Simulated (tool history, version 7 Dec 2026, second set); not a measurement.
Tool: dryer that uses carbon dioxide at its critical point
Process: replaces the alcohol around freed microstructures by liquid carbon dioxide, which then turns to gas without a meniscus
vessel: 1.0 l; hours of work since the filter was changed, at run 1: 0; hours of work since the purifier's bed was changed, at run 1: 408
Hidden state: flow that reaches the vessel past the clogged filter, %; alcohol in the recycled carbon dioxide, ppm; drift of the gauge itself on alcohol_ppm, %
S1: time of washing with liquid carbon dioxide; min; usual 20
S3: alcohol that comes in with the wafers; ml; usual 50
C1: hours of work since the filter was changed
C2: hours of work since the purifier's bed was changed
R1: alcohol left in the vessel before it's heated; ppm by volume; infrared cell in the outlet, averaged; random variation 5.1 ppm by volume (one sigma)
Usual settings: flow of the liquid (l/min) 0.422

run 1 day=0 | S1=20 flow_of_the_liquid_(l/min)=0.422 S3=50 | C1=0 C2=408 | R1=109
run 2 day=1.512 | S1=20 flow_of_the_liquid_(l/min)=0.422 S3=50 | C1=23 C2=431 | R1=118
run 3 day=3.371 | S1=20 flow_of_the_liquid_(l/min)=0.422 S3=50 | C1=51 C2=459 | R1=122
run 4 day=5.154 | S1=20 flow_of_the_liquid_(l/min)=0.422 S3=50 | C1=77 C2=485 | R1=126
run 5 day=6.967 | S1=20 flow_of_the_liquid_(l/min)=0.422 S3=50 | C1=105 C2=513 | R1=138
run 6 day=7.95 | S1=20 flow_of_the_liquid_(l/min)=0.422 S3=50 | C1=119 C2=527 | R1=134
run 7 day=8.85 | S1=20 flow_of_the_liquid_(l/min)=0.278 S3=50 | C1=133 C2=541 | R1=735
run 8 day=10.496 | S1=20 flow_of_the_liquid_(l/min)=0.422 S3=45 | C1=157 C2=566 | R1=144
run 9 day=12.3 | S1=19 flow_of_the_liquid_(l/min)=0.422 S3=50 | C1=185 C2=593 | R1=190
run 10 day=14.225 | S1=28 flow_of_the_liquid_(l/min)=0.422 S3=50 | C1=213 C2=622 | R1=97
run 11 day=15.983 | S1=28 flow_of_the_liquid_(l/min)=0.422 S3=50 | C1=240 C2=648 | R1=100
run 12 day=17.675 | S1=20 flow_of_the_liquid_(l/min)=0.422 S3=50 | C1=265 C2=673 | R1=172
run 13 day=19.079 | S1=20 flow_of_the_liquid_(l/min)=0.422 S3=50 | C1=286 C2=694 | R1=168
run 14 day=20.438 | S1=20 flow_of_the_liquid_(l/min)=0.422 S3=24 | C1=307 C2=715 | R1=128
run 15 day=21.329 | S1=20 flow_of_the_liquid_(l/min)=0.422 S3=24 | C1=320 C2=728 | R1=125
run 16 day=23.242 | S1=23 flow_of_the_liquid_(l/min)=0.422 S3=50 | C1=349 C2=757 | R1=136
run 17 day=24.662 | S1=24 flow_of_the_liquid_(l/min)=0.422 S3=50 | C1=370 C2=778 | R1=123
run 18 day=26.675 | S1=24 flow_of_the_liquid_(l/min)=0.422 S3=50 | C1=400 C2=808 | R1=135
run 19 day=28.35 | S1=20 flow_of_the_liquid_(l/min)=0.422 S3=50 | C1=425 C2=833 | R1=208
run 20 day=29.642 | S1=20 flow_of_the_liquid_(l/min)=0.422 S3=50 | C1=445 C2=853 | R1=218
run 21 day=31.471 | S1=20 flow_of_the_liquid_(l/min)=0.422 S3=28 | C1=472 C2=880 | R1=169
run 22 day=33.004 | S1=13 flow_of_the_liquid_(l/min)=0.422 S3=50 | C1=495 C2=903 | R1=1066
run 23 day=34.096 | S1=20 flow_of_the_liquid_(l/min)=0.422 S3=50 | C1=512 C2=920 | R1=241
run 24 day=35.571 | S1=20 flow_of_the_liquid_(l/min)=0.422 S3=50 | C1=534 C2=942 | R1=236
run 25 day=37.454 | S1=13 flow_of_the_liquid_(l/min)=0.422 S3=50 | C1=562 C2=970 | R1=1127
-- day=38.975 inlet filter changed
run 26 day=39.267 | S1=12 flow_of_the_liquid_(l/min)=0.35 S3=50 | C1=4 C2=997 | R1=1766
run 27 day=40.408 | S1=13 flow_of_the_liquid_(l/min)=0.462 S3=59 | C1=22 C2=1014 | R1=574
run 28 day=41.342 | S1=13 flow_of_the_liquid_(l/min)=0.462 S3=59 | C1=36 C2=1028 | R1=563
run 29 day=43.379 | S1=20 flow_of_the_liquid_(l/min)=0.281 S3=50 | C1=66 C2=1058 | R1=698
run 30 day=45.183 | S1=20 flow_of_the_liquid_(l/min)=0.335 S3=53 | C1=93 C2=1085 | R1=407
run 31 day=46.262 | S1=30 flow_of_the_liquid_(l/min)=0.283 S3=24 | C1=109 C2=1102 | R1=185
run 32 day=48.033 | S1=30 flow_of_the_liquid_(l/min)=0.283 S3=24 | C1=136 C2=1128 | R1=166
run 33 day=49.762 | S1=31 flow_of_the_liquid_(l/min)=0.415 S3=50 | C1=162 C2=1154 | R1=152
run 34 day=51.154 | S1=20 flow_of_the_liquid_(l/min)=0.654 S3=20 | C1=183 C2=1175 | R1=159
run 35 day=52.788 | S1=22 flow_of_the_liquid_(l/min)=0.632 S3=98 | C1=207 C2=1199 | R1=153
run 36 day=54.292 | S1=22 flow_of_the_liquid_(l/min)=0.632 S3=27 | C1=230 C2=1222 | R1=151
run 37 day=55.188 | S1=14 flow_of_the_liquid_(l/min)=0.312 S3=36 | C1=243 C2=1235 | R1=1440
run 38 day=56.412 | S1=19 flow_of_the_liquid_(l/min)=0.542 S3=58 | C1=262 C2=1254 | R1=185
run 39 day=57.346 | S1=23 flow_of_the_liquid_(l/min)=0.477 S3=50 | C1=276 C2=1268 | R1=168
run 40 day=59.267 | S1=19 flow_of_the_liquid_(l/min)=0.303 S3=50 | C1=304 C2=1297 | R1=799
run 41 day=60.767 | S1=19 flow_of_the_liquid_(l/min)=0.385 S3=26 | C1=327 C2=1319 | R1=275
run 42 day=62.688 | S1=19 flow_of_the_liquid_(l/min)=0.385 S3=26 | C1=356 C2=1348 | R1=276
run 43 day=63.758 | S1=20 flow_of_the_liquid_(l/min)=0.422 S3=84 | C1=372 C2=1364 | R1=330
-- day=64.65 purifier's bed changed
run 44 day=65.021 | S1=15 flow_of_the_liquid_(l/min)=0.422 S3=84 | C1=389 C2=6 | R1=752
run 45 day=66.133 | S1=15 flow_of_the_liquid_(l/min)=0.422 S3=84 | C1=406 C2=22 | R1=783
run 46 day=67.954 | S1=15 flow_of_the_liquid_(l/min)=0.422 S3=84 | C1=433 C2=50 | R1=808
run 47 day=69.012 | S1=25 flow_of_the_liquid_(l/min)=0.51 S3=51 | C1=449 C2=65 | R1=18

Hidden state at the last listed run before each entry between runs and at the first one after, where it differs:
Between runs 25 and 26: inlet filter changed (day 38.975)
  flow that reaches the vessel past the clogged filter, %: 87 -> 99.8; alcohol in the recycled carbon dioxide, ppm: 124.8 -> 127.8
  measured less the result without the state, R1: +566 -> +131 ppm by volume
Between runs 43 and 44: purifier's bed changed (day 64.65)
  flow that reaches the vessel past the clogged filter, %: 91.6 -> 91.2; alcohol in the recycled carbon dioxide, ppm: 174 -> 7.1
  measured less the result without the state, R1: +233 -> +274 ppm by volume
